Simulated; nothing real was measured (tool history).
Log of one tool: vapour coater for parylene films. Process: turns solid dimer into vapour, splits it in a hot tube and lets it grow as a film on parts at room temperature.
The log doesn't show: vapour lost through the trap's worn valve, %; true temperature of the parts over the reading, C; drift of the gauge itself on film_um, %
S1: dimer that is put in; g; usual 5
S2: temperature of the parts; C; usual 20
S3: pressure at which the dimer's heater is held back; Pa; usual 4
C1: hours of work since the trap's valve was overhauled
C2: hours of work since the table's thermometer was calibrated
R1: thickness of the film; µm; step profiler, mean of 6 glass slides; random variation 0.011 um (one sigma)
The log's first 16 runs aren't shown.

run,hour,S1,S2,S3,C1,C2,R1
17,658.4,5,20,5.3,461,1189,3.25
18,693.9,5,27,4,490,1219,2.53
# hour 701.7: trap's valve overhauled
19,723.3,5,28,9.21,18,1239,2.12
20,750.3,7,20,4.02,40,1262,5.14
21,777,7,29,2.23,62,1284,3.94
22,824.4,4,28,10.4,101,1323,1.64
23,852.9,4,28,10.4,124,1346,1.64
24,897.1,4,21,10.57,161,1382,2.21
25,947.8,8,27,6.91,202,1424,3.72
26,981.5,3,20,4,230,1452,2.17
27,1010.9,5,20,4.24,254,1476,3.54
28,1035.6,8,27,2.96,274,1496,4.55
29,1091.5,5,14,3.27,320,1542,4.89
30,1140.9,5,14,3.27,361,1583,4.9
31,1190,8,16,2.44,401,1623,7.62
32,1224.3,8,16,2.44,430,1651,7.62
33,1250.3,8,16,2.44,451,1673,7.58

3 ways to go on from here, each from the tool as it stands after run 33. What would each give?
A,1277.8,5,20,4.27,474,1695,?
B,1277.8,5,18,4,474,1695,?
C,1277.8,6,19,4,474,1695,?

run,R1
A,3.48
B,3.86
C,4.41
Without the tool's hidden state the same runs would have given:
run,R1
A,3.47
B,3.86
C,4.4
